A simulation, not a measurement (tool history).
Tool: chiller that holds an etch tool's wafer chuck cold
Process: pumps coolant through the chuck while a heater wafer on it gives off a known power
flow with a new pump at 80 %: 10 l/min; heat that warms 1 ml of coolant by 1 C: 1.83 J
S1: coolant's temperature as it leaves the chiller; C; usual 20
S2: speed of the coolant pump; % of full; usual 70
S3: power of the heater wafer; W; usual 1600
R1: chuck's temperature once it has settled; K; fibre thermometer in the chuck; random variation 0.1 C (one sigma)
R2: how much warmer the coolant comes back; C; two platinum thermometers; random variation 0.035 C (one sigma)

Run 1, hour 0.0: usual settings. Result: R1 311.85 K, R2 7.12 C.
Run 2, hour 131.7: usual settings but S2 91 % of full. Result: R1 308.55 K, R2 5.49 C.
Run 3, hour 252.3: usual settings but S2 82 % of full. Result: R1 310.15 K, R2 6.21 C.
At hour 266.2: coolant pump overhauled.
At hour 286.5: coolant changed, channels flushed.
Run 4, hour 402.6: usual settings. Result: R1 306.85 K, R2 6.02 C.
Run 5, hour 480.8: usual settings but S3 1513 W. Result: R1 306.05 K, R2 5.68 C.
Run 6, hour 575.6: usual settings but S3 1513 W. Result: R1 306.25 K, R2 5.72 C.
Run 7, hour 688.9: usual settings but S3 1347 W. Result: R1 304.75 K, R2 5.18 C.
Run 8, hour 775.6: usual settings but S3 1347 W. Result: R1 304.95 K, R2 5.19 C.
Run 9, hour 865.4: usual settings but S1 22 C. Result: R1 309.35 K, R2 6.13 C.
Run 10, hour 981.5: usual settings but S2 62 % of full. Result: R1 308.85 K, R2 6.97 C.
Run 11, hour 1152.9: usual settings. Result: R1 307.65 K, R2 6.27 C.
Run 12, hour 1324.2: usual settings. Result: R1 307.75 K, R2 6.29 C.
Run 13, hour 1458.6: usual settings. Result: R1 307.75 K, R2 6.25 C.
Run 14, hour 1608.7: usual settings but S1 12 C, S2 61 % of full. Result: R1 301.95 K, R2 7.25 C.
Run 15, hour 1717.1: usual settings but S1 21 C, S2 61 % of full, S3 1628 W. Result: R1 311.15 K, R2 7.42 C.
Run 16, hour 1876.8: usual settings but S2 90 % of full. Result: R1 305.45 K, R2 5.02 C.
Run 17, hour 1955.6: usual settings but S2 90 % of full. Result: R1 305.35 K, R2 4.98 C.
Run 18, hour 2120.1: usual settings but S1 18 C, S2 68 % of full, S3 1604 W. Result: R1 307.05 K, R2 6.74 C.
Run 19, hour 2283.9: usual settings but S1 28 C, S2 68 % of full, S3 2181 W. Result: R1 323.35 K, R2 9.19 C.
Run 20, hour 2373.7: usual settings but S2 67 % of full, S3 1989 W. Result: R1 313.65 K, R2 8.51 C.
Run 21, hour 2546.3: usual settings but S1 24 C, S2 74 % of full, S3 2013 W. Result: R1 316.55 K, R2 7.76 C.
Run 22, hour 2633.8: usual settings but S1 23 C, S2 76 % of full, S3 1168 W. Result: R1 306.95 K, R2 4.45 C.
Run 23, hour 2741.7: usual settings but S1 23 C, S2 76 % of full, S3 1168 W. Result: R1 307.05 K, R2 4.43 C.

Measured less the same run without the tool's hidden state. The same run-to-run variation is in both; the gauge's scatter may not be:
The hidden state here: heat passed by the chuck's channels, % of clean ones'; flow at a given pump speed, % of a new pump's; coolant's true temperature over the reading, C; drift of the gauge itself on chuck_c, C; drift of the gauge itself on warmer_back_c, C.
run     R1     R2
  1  +5.30  +1.12
  2  +4.40  +0.89
  3  +5.00  +1.03
  4  +0.00  +0.00
  5  +0.10  +0.01
  6  +0.20  +0.03
  7  +0.20  +0.05
  8  +0.30  +0.07
  9  +0.50  +0.11
 10  +0.70  +0.16
 11  +0.80  +0.19
 12  +1.00  +0.24
 13  +1.10  +0.28
 14  +1.40  +0.36
 15  +1.60  +0.40
 16  +1.20  +0.30
 17  +1.30  +0.32
 18  +2.00  +0.48
 19  +3.10  +0.71
 20  +3.00  +0.70
 21  +3.10  +0.70
 22  +1.50  +0.41
 23  +1.60  +0.43
